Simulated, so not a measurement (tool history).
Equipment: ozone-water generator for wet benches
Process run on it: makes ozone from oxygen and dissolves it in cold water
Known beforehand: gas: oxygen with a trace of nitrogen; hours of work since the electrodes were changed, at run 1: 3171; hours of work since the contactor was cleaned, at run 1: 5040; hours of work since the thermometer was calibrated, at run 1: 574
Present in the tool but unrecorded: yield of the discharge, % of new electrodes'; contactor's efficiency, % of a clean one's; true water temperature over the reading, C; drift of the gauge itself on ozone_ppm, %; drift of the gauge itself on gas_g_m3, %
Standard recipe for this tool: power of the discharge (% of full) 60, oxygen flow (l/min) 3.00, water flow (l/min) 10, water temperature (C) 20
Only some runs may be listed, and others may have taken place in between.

run	hour	power of the discharge (% of full)	oxygen flow (l/min)	water flow (l/min)	water temperature (C)	hours of work since the electrodes were changed	hours of work since the contactor was cleaned	hours of work since the thermometer was calibrated	dissolved ozone (ppm)	ozone in the gas ahead of the water (g/m3)
1	0.0	60	3.00	10	20	3171	5040	574	28.2	252.2
2	96.3	60	3.00	9	20	3251	5120	653	30.6	250.2
3	181.1	60	3.00	10	20	3321	5190	723	28.2	249.6
4	237.9	60	3.00	10	20	3368	5237	770	27.9	251.1
5	283.8	60	3.00	10	20	3406	5274	808	28.2	251.5
6	381.8	60	3.00	10	20	3487	5355	889	28.1	249.8
7	467.6	60	3.00	10	20	3557	5426	960	28.3	249.5
8	529.6	60	3.00	10	20	3609	5477	1011	27.9	251.0
9	593.8	60	3.00	15	20	3662	5530	1064	19.6	250.4
10	693.9	60	3.00	12	20	3744	5613	1146	24.2	253.8
11	743.1	60	3.00	12	20	3785	5654	1187	24.2	252.8
12	837.8	60	3.00	12	20	3863	5732	1265	24.3	249.4
13	912.1	60	3.00	6	20	3924	5793	1327	39.9	249.1
14	968.0	60	2.14	10	20	3970	5839	1373	27.4	292.8
15	1066.0	60	2.14	10	20	4051	5920	1454	27.4	292.4
16	1139.5	67	3.00	10	20	4112	5981	1514	30.4	273.1
17	1240.5	67	3.00	10	20	4195	6064	1598	30.3	268.7

For run 18, what comes out?
18	1338.6	67	3.44	11	20	4276	6145	1679	?	?

{"run 18": {"dissolved ozone (ppm)": 28.7, "ozone in the gas ahead of the water (g/m3)": 256.7}}
Take away the tool's hidden state, keep the run-to-run variation as it was, and the same run would have given dissolved ozone (ppm) 28.8, ozone in the gas ahead of the water (g/m3) 256.8.
